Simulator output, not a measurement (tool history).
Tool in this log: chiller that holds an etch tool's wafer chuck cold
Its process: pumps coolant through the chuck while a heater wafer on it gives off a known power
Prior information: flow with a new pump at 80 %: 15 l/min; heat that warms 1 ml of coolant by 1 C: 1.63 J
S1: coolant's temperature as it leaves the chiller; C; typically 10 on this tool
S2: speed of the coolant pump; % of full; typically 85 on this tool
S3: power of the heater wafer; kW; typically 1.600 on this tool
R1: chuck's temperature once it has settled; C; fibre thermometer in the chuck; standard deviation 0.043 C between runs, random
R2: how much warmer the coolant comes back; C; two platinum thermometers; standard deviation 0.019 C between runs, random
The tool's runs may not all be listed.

Run 1, hour 0.0: usual settings. Result: R1 19.12 C, R2 3.64 C.
Run 2, hour 27.3: usual settings. Result: R1 19.08 C, R2 3.66 C.
Run 3, hour 59.8: usual settings. Result: R1 19.10 C, R2 3.66 C.
Run 4, hour 79.9: usual settings. Result: R1 19.10 C, R2 3.66 C.
Run 5, hour 102.5: usual settings. Result: R1 19.07 C, R2 3.68 C.
Run 6, hour 139.7: usual settings. Result: R1 19.10 C, R2 3.67 C.
Run 7, hour 160.5: usual settings. Result: R1 19.14 C, R2 3.66 C.
Run 8, hour 179.4: usual settings. Result: R1 19.10 C, R2 3.68 C.
Run 9, hour 207.2: usual settings but S1 20 C. Result: R1 29.17 C, R2 3.67 C.
Run 10, hour 236.9: usual settings but S1 20 C. Result: R1 29.15 C, R2 3.73 C.
Run 11, hour 264.0: usual settings but S1 20 C. Result: R1 29.15 C, R2 3.67 C.
Run 12, hour 299.8: usual settings but S1 20 C. Result: R1 29.11 C, R2 3.68 C.
Run 13, hour 340.6: usual settings but S1 20 C. Result: R1 29.21 C, R2 3.68 C.
Run 14, hour 357.6: usual settings but S1 20 C. Result: R1 29.12 C, R2 3.66 C.
Run 15, hour 392.5: usual settings but S1 8 C, S3 1.204 kW. Result: R1 14.80 C, R2 2.76 C.
At hour 401.2: chiller's thermometer calibrated.
Run 16, hour 432.6: usual settings but S1 8 C, S2 61 % of full, S3 1.204 kW. Result: R1 16.56 C, R2 4.04 C.
Run 17, hour 473.6: usual settings but S1 8 C, S2 61 % of full, S3 1.204 kW. Result: R1 16.56 C, R2 4.02 C.
Run 18, hour 512.9: usual settings but S1 8 C, S2 61 % of full, S3 1.204 kW. Result: R1 16.47 C, R2 4.02 C.
Run 19, hour 538.6: usual settings but S1 8 C, S2 80 % of full, S3 1.119 kW. Result: R1 14.17 C, R2 2.75 C.
At hour 567.7: chiller's thermometer calibrated, once more.
Run 20, hour 572.2: usual settings but S1 11 C, S2 92 % of full, S3 1.353 kW. Result: R1 18.56 C, R2 2.87 C.
Run 21, hour 594.4: usual settings but S2 92 % of full. Result: R1 19.08 C, R2 3.34 C.
Run 22, hour 614.5: usual settings but S2 92 % of full. Result: R1 19.06 C, R2 3.38 C.
Run 23, hour 641.6: usual settings but S1 8 C. Result: R1 17.62 C, R2 3.70 C.
Run 24, hour 680.5: usual settings but S1 12 C, S2 95 % of full. Result: R1 20.93 C, R2 3.25 C.
Run 25, hour 715.8: usual settings but S1 16 C, S3 1.691 kW. Result: R1 26.25 C, R2 3.90 C.
Run 26, hour 745.0: usual settings but S1 16 C, S3 1.691 kW. Result: R1 26.29 C, R2 3.90 C.
Run 27, hour 763.4: usual settings but S1 16 C, S3 1.691 kW. Result: R1 26.25 C, R2 3.87 C.
Run 28, hour 801.7: usual settings but S1 6 C, S2 93 % of full, S3 2.190 kW. Result: R1 18.37 C, R2 4.54 C.

Predict each of these 5 candidate next runs independently; none follows another, all start after run 28:
Run A, hour 839.4: usual settings but S1 6 C, S2 89 % of full, S3 1.663 kW. Result: R1 ?, R2 ?.
Run B, hour 839.4: usual settings but S2 75 % of full, S3 2.359 kW. Result: R1 ?, R2 ?.
Run C, hour 839.4: usual settings but S1 7 C, S2 67 % of full. Result: R1 ?, R2 ?.
Run D, hour 839.4: usual settings but S1 2 C, S2 67 % of full, S3 2.190 kW. Result: R1 ?, R2 ?.
Run E, hour 839.4: usual settings but S1 16 C. Result: R1 ?, R2 ?.

run     R1    R2
  A  15.64  3.63
  B  25.74  6.27
  C  18.56  4.86
  D  17.91  6.62
  E  25.67  3.71
With the hidden condition removed and each run's random variation left untouched, the same runs would have given:
run     R1    R2
  A  15.08  3.61
  B  24.80  6.24
  C  17.90  4.83
  D  16.97  6.58
  E  25.12  3.69

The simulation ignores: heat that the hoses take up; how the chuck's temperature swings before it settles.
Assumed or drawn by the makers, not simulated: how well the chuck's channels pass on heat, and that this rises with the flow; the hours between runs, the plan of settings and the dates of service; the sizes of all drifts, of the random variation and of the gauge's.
